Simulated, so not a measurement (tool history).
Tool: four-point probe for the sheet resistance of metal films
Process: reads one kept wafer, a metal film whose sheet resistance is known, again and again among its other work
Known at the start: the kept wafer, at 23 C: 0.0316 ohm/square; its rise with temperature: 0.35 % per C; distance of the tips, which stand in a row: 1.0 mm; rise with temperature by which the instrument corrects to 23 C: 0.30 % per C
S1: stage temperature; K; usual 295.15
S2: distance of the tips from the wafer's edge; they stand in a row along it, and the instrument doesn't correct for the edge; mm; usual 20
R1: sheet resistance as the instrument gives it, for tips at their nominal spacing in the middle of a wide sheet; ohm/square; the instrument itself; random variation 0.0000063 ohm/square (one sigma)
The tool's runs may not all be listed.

Run 1, hour 0: usual settings. Result: R1 0.031533 ohm/square.
Run 2, hour 45.3: usual settings. Result: R1 0.031527 ohm/square.
Run 3, hour 113.6: usual settings. Result: R1 0.031514 ohm/square.
Run 4, hour 201.6: usual settings. Result: R1 0.031507 ohm/square.
Run 5, hour 249.1: usual settings. Result: R1 0.031512 ohm/square.
Run 6, hour 315.6: usual settings. Result: R1 0.031488 ohm/square.
Run 7, hour 389.9: usual settings. Result: R1 0.031479 ohm/square.
Run 8, hour 483.8: usual settings but S1 292.15 K. Result: R1 0.031435 ohm/square.
Run 9, hour 550.7: usual settings but S1 292.15 K. Result: R1 0.031416 ohm/square.
Run 10, hour 616.4: usual settings but S1 298.15 K. Result: R1 0.031509 ohm/square.
Run 11, hour 704.3: usual settings but S1 298.15 K. Result: R1 0.031498 ohm/square.
Run 12, hour 773.6: usual settings but S1 298.15 K. Result: R1 0.031501 ohm/square.
Run 13, hour 860: usual settings but S1 306.15 K. Result: R1 0.031596 ohm/square.
Run 14, hour 926.6: usual settings but S1 306.15 K. Result: R1 0.031593 ohm/square.
At hour 987.2: stage's thermometer calibrated.
Run 15, hour 987.2: usual settings but S1 306.15 K. Result: R1 0.031556 ohm/square.
Run 16, hour 1040.8: usual settings but S1 306.15 K, S2 6 mm. Result: R1 0.031986 ohm/square.
Run 17, hour 1116: usual settings but S1 294.15 K. Result: R1 0.031367 ohm/square.
Run 18, hour 1155.4: usual settings but S1 294.15 K. Result: R1 0.031361 ohm/square.
Run 19, hour 1237: usual settings but S1 294.15 K. Result: R1 0.031348 ohm/square.
At hour 1272.7: stage's thermometer calibrated, once more.
Run 20, hour 1287.2: usual settings but S1 303.15 K. Result: R1 0.03156 ohm/square.
Run 21, hour 1375.7: usual settings but S1 308.15 K. Result: R1 0.031621 ohm/square.
Run 22, hour 1420: usual settings but S1 308.15 K. Result: R1 0.031621 ohm/square.
Run 23, hour 1500.1: usual settings. Result: R1 0.031415 ohm/square.
Run 24, hour 1568.8: usual settings but S2 32 mm. Result: R1 0.031393 ohm/square.
Run 25, hour 1660.3: usual settings but S2 32 mm. Result: R1 0.031372 ohm/square.
Run 26, hour 1722.2: usual settings but S2 32 mm. Result: R1 0.031368 ohm/square.
Run 27, hour 1792.1: usual settings but S2 32 mm. Result: R1 0.03138 ohm/square.
At hour 1806.7: new probe head fitted.
Run 28, hour 1839.1: usual settings but S2 32 mm. Result: R1 0.0316 ohm/square.
Run 29, hour 1912: usual settings but S2 32 mm. Result: R1 0.031591 ohm/square.
Run 30, hour 1952.7: usual settings but S2 32 mm. Result: R1 0.031575 ohm/square.
Run 31, hour 2038.1: usual settings but S1 306.15 K, S2 36 mm. Result: R1 0.031739 ohm/square.
Run 32, hour 2083.5: usual settings but S1 306.15 K, S2 36 mm. Result: R1 0.031723 ohm/square.
Run 33, hour 2152.4: usual settings but S1 307.15 K, S2 3 mm. Result: R1 0.033516 ohm/square.
Run 34, hour 2209.4: usual settings but S2 5 mm. Result: R1 0.032208 ohm/square.
Run 35, hour 2280.4: usual settings but S1 292.15 K, S2 7 mm. Result: R1 0.031828 ohm/square.
Run 36, hour 2319.3: usual settings but S1 296.15 K, S2 8 mm. Result: R1 0.03181 ohm/square.
Run 37, hour 2406.1: usual settings but S1 296.15 K, S2 8 mm. Result: R1 0.0318 ohm/square.
Run 38, hour 2469.2: usual settings but S1 297.15 K, S2 15 mm. Result: R1 0.031608 ohm/square.
Run 39, hour 2546.1: usual settings but S1 293.15 K, S2 48 mm. Result: R1 0.031475 ohm/square.
Run 40, hour 2597.1: usual settings but S1 303.15 K, S2 28 mm. Result: R1 0.03163 ohm/square.
Run 41, hour 2691.8: usual settings but S1 293.15 K, S2 28 mm. Result: R1 0.031483 ohm/square.
Run 42, hour 2733.2: usual settings but S1 293.15 K, S2 24 mm. Result: R1 0.031481 ohm/square.
Run 43, hour 2824.7: usual settings but S1 293.15 K. Result: R1 0.031475 ohm/square.
Run 44, hour 2872.5: usual settings but S1 301.15 K, S2 34 mm. Result: R1 0.031578 ohm/square.
Run 45, hour 2920.3: usual settings but S1 301.15 K, S2 44 mm. Result: R1 0.031564 ohm/square.

Forecast each of these 4 alternatives for the next run:
Run A, hour 2971.2: usual settings but S2 66 mm. Result: R1 ?.
Run B, hour 2971.2: usual settings but S1 305.15 K. Result: R1 ?.
Run C, hour 2971.2: usual settings but S1 297.15 K, S2 11 mm. Result: R1 ?.
Run D, hour 2971.2: usual settings but S1 304.15 K, S2 4 mm. Result: R1 ?.

run        R1
  A  0.031454
  B  0.031654
  C  0.031627
  D  0.032624
Without the tool's hidden state the same runs would have given:
run        R1
  A  0.031587
  B  0.031787
  C   0.03176
  D  0.032761
